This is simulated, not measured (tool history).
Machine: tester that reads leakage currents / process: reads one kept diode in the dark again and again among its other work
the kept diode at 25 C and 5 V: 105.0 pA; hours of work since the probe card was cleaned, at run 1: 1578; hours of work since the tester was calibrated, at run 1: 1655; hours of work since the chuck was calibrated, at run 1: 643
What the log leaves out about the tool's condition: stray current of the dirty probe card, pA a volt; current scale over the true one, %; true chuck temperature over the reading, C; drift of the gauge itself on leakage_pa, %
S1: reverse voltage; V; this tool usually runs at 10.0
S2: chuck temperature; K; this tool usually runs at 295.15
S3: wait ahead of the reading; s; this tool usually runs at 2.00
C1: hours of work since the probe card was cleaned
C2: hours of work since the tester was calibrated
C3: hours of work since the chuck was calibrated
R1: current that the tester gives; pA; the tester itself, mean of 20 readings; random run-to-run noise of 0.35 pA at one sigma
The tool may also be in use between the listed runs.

run	hour	S1	S2	S3	C1	C2	C3	R1
1	0.0	10.0	295.15	2.00	1578	1655	643	116.87
2	40.8	10.0	295.15	2.00	1608	1685	672	116.08
3	73.0	1.6	295.15	2.00	1631	1708	696	48.13
4	123.0	1.6	295.15	2.00	1668	1745	733	48.08
5	152.6	1.6	295.15	2.00	1690	1767	755	48.22
6	197.1	1.6	295.15	2.00	1723	1799	787	48.16
7	245.6	3.6	328.15	0.34	1758	1835	823	778.62
8	300.2	2.3	314.15	1.07	1798	1875	863	241.36
9	334.2	10.0	296.15	1.84	1823	1900	888	125.56
10	360.8	1.1	318.15	7.67	1843	1920	907	225.07
11	392.3	6.2	307.15	2.00	1866	1943	931	233.30
# hour 404.9: chuck's temperature calibrated
12	455.4	6.2	307.15	2.00	1911	1988	37	233.71

Below are 3 alternative next runs, each starting from the tool's condition after run 12. Predict each:
A	512.0	1.4	295.15	9.38	1952	2029	79	?
B	512.0	6.2	307.15	9.79	1952	2029	79	?
C	512.0	4.9	307.15	2.00	1952	2029	79	?

run	R1
A	44.87
B	232.31
C	208.62
Stripped of hidden state, with their random variation kept, the same runs would have yielded:
run	R1
A	44.85
B	232.21
C	208.53
